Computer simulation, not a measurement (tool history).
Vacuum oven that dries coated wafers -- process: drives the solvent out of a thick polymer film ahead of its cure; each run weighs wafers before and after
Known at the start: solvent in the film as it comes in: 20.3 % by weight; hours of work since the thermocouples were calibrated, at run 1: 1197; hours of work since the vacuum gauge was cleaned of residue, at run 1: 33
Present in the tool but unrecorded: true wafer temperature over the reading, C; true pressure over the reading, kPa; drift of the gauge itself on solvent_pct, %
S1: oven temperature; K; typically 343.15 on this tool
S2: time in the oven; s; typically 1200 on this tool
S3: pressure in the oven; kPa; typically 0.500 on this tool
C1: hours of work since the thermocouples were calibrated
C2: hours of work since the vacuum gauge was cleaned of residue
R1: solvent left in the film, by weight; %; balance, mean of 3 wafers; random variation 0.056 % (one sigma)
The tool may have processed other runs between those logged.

run	hour	S1	S2	S3	C1	C2	R1
1	0.0	343.15	1200	0.500	1197	33	3.05
2	8.6	352.15	1200	0.500	1201	37	1.30
3	28.3	356.15	1200	0.500	1210	46	0.72
4	37.6	356.15	1200	0.500	1214	50	0.85
5	50.6	343.15	1680	0.500	1220	56	1.73
6	65.6	343.15	1680	0.500	1227	63	1.81
7	82.4	343.15	1200	0.500	1234	71	3.10
8	92.1	343.15	1200	0.326	1239	75	2.97
9	110.9	343.15	1200	0.326	1247	84	2.97
10	131.8	343.15	1200	0.784	1257	93	3.24
11	146.8	343.15	1200	0.784	1263	100	3.26
# hour 149.6: vacuum gauge cleaned of residue and calibrated
12	166.2	343.15	1200	0.784	1272	8	3.36
13	185.5	340.15	1440	0.714	1280	16	3.25
14	203.5	340.15	1440	0.714	1288	24	3.29
15	218.4	340.15	2160	0.714	1295	31	1.63
16	229.4	331.15	660	0.323	1300	36	9.81
17	241.5	356.15	2040	0.500	1306	42	0.41
18	252.0	343.15	1200	1.150	1310	46	3.73
19	268.3	343.15	1200	1.150	1318	54	3.63
# hour 273.2: vacuum gauge cleaned of residue and calibrated, once more
20	281.6	343.15	1200	1.150	1323	4	3.66
21	295.6	334.15	1200	0.291	1330	10	5.44
22	312.7	335.15	1020	0.409	1337	18	6.23

What differs in the tool's unlogged condition from the final listed run ahead of each entry between runs to the first listed run following it?
Between runs 11 and 12: vacuum gauge cleaned of residue and calibrated (hour 149.6)
  true wafer temperature over the reading, C: -1.99 -> -2; true pressure over the reading, kPa: 0.018 -> 0.025
  measured value less the no-hidden-state value, R1: +0.49 -> +0.50 %
Between runs 19 and 20: vacuum gauge cleaned of residue and calibrated, once more (hour 273.2)
  true pressure over the reading, kPa: 0.036 -> -0.002
  measured value less the no-hidden-state value, R1: +0.54 -> +0.52 %
